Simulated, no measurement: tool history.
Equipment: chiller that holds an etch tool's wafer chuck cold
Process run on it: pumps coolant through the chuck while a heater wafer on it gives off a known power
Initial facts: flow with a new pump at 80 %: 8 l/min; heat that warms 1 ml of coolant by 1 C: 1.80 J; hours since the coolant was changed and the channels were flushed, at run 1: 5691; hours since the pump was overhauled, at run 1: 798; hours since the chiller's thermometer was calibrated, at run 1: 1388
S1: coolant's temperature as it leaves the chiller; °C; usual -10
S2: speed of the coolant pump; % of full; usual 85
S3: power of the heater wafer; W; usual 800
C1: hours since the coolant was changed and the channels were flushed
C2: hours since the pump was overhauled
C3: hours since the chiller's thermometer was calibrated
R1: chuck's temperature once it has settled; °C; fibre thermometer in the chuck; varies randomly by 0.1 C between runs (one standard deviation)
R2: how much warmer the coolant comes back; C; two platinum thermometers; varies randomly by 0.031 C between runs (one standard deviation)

run 1 day=0 | S1=-10 S2=85 S3=800 | C1=5691 C2=798 C3=1388 | R1=-1.3 R2=3.18
run 2 day=1.679 | S1=-10 S2=85 S3=800 | C1=5731 C2=838 C3=1429 | R1=-1.5 R2=3.17
-- day=2.117 coolant changed, channels flushed
run 3 day=4.662 | S1=-10 S2=85 S3=800 | C1=61 C2=903 C3=1494 | R1=-2.2 R2=3.22
run 4 day=6.417 | S1=-10 S2=85 S3=800 | C1=103 C2=946 C3=1536 | R1=-2 R2=3.17
run 5 day=8.458 | S1=-19 S2=85 S3=800 | C1=152 C2=995 C3=1586 | R1=-11.1 R2=3.18
run 6 day=11.233 | S1=-19 S2=85 S3=800 | C1=219 C2=1061 C3=1652 | R1=-11 R2=3.21
run 7 day=13.162 | S1=-19 S2=85 S3=800 | C1=265 C2=1107 C3=1698 | R1=-11.1 R2=3.2
run 8 day=16.092 | S1=-19 S2=85 S3=800 | C1=335 C2=1178 C3=1769 | R1=-11.1 R2=3.22
run 9 day=18.571 | S1=-19 S2=85 S3=800 | C1=395 C2=1237 C3=1828 | R1=-10.9 R2=3.19
run 10 day=20.296 | S1=-19 S2=85 S3=800 | C1=436 C2=1279 C3=1870 | R1=-11 R2=3.21
run 11 day=21.579 | S1=-10 S2=85 S3=1169 | C1=467 C2=1309 C3=1900 | R1=1.7 R2=4.72
run 12 day=23.679 | S1=-10 S2=85 S3=1169 | C1=517 C2=1360 C3=1951 | R1=1.8 R2=4.66
run 13 day=26.575 | S1=-10 S2=85 S3=1169 | C1=587 C2=1429 C3=2020 | R1=1.6 R2=4.73
run 14 day=28.929 | S1=-10 S2=85 S3=800 | C1=644 C2=1486 C3=2077 | R1=-1.8 R2=3.24
run 15 day=31.292 | S1=-10 S2=85 S3=800 | C1=700 C2=1543 C3=2133 | R1=-1.6 R2=3.23
run 16 day=33.662 | S1=-10 S2=85 S3=727 | C1=757 C2=1599 C3=2190 | R1=-2.4 R2=2.92

Forecast run 17:
run 17 day=36.104 | S1=-11 S2=91 S3=985 | C1=816 C2=1658 C3=2249 | R1=? R2=?

R1: -1.4 °C
R2: 3.69 C
On a tool with no hidden condition, and with the same random variation, this run would have come out at R1 -2.1 °C, R2 3.54 C.
